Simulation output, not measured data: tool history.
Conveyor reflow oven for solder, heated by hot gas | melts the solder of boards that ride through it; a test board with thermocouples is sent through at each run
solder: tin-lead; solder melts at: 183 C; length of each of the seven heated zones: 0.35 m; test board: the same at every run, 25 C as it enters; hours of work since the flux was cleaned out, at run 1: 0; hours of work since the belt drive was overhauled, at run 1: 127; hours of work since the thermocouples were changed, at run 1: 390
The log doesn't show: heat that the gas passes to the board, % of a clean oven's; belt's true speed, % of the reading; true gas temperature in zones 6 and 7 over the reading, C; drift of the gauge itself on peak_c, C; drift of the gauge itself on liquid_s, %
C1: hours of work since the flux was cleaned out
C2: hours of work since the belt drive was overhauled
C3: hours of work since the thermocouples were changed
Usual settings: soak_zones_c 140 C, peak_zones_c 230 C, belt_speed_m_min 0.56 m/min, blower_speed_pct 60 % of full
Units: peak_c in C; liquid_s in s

run 1 hour=0 | soak_zones_c=140 peak_zones_c=230 belt_speed_m_min=0.56 blower_speed_pct=60 | C1=0 C2=127 C3=390 | peak_c=212 liquid_s=51.9
run 2 hour=14.8 | soak_zones_c=140 peak_zones_c=230 belt_speed_m_min=0.56 blower_speed_pct=60 | C1=7 C2=133 C3=396 | peak_c=211.5 liquid_s=50.4
run 3 hour=35.1 | soak_zones_c=140 peak_zones_c=230 belt_speed_m_min=0.56 blower_speed_pct=60 | C1=16 C2=143 C3=405 | peak_c=212.5 liquid_s=50.5
run 4 hour=48.8 | soak_zones_c=140 peak_zones_c=230 belt_speed_m_min=0.56 blower_speed_pct=60 | C1=22 C2=149 C3=412 | peak_c=211.2 liquid_s=51.9
run 5 hour=60.7 | soak_zones_c=140 peak_zones_c=234 belt_speed_m_min=0.56 blower_speed_pct=60 | C1=27 C2=154 C3=417 | peak_c=214.2 liquid_s=53.8
run 6 hour=80.9 | soak_zones_c=140 peak_zones_c=234 belt_speed_m_min=0.56 blower_speed_pct=60 | C1=37 C2=163 C3=426 | peak_c=214.1 liquid_s=54.8
run 7 hour=97.6 | soak_zones_c=140 peak_zones_c=234 belt_speed_m_min=0.56 blower_speed_pct=60 | C1=44 C2=171 C3=434 | peak_c=214.3 liquid_s=55.6
run 8 hour=111.9 | soak_zones_c=140 peak_zones_c=238 belt_speed_m_min=0.56 blower_speed_pct=60 | C1=51 C2=177 C3=440 | peak_c=218 liquid_s=56.4
run 9 hour=131.5 | soak_zones_c=140 peak_zones_c=238 belt_speed_m_min=0.56 blower_speed_pct=60 | C1=59 C2=186 C3=449 | peak_c=217.9 liquid_s=57.1
run 10 hour=145.8 | soak_zones_c=140 peak_zones_c=238 belt_speed_m_min=0.56 blower_speed_pct=60 | C1=66 C2=193 C3=455 | peak_c=217.5 liquid_s=57
run 11 hour=157.3 | soak_zones_c=140 peak_zones_c=238 belt_speed_m_min=0.56 blower_speed_pct=60 | C1=71 C2=198 C3=461 | peak_c=217.6 liquid_s=56.8
run 12 hour=168.7 | soak_zones_c=140 peak_zones_c=230 belt_speed_m_min=0.503 blower_speed_pct=61 | C1=76 C2=203 C3=466 | peak_c=213.9 liquid_s=61.1
run 13 hour=189.9 | soak_zones_c=140 peak_zones_c=236 belt_speed_m_min=0.584 blower_speed_pct=60 | C1=86 C2=213 C3=475 | peak_c=214.2 liquid_s=53.1

The next listed run, before its measurement:
run 14 hour=204.2 | soak_zones_c=140 peak_zones_c=236 belt_speed_m_min=0.584 blower_speed_pct=60 | C1=92 C2=219 C3=482 | peak_c=? liquid_s=?

{"run 14": {"peak_c": 214.6, "liquid_s": 51.6}}
Without the tool's hidden state the same run would have given peak_c 216.3 C, liquid_s 52.8 s.
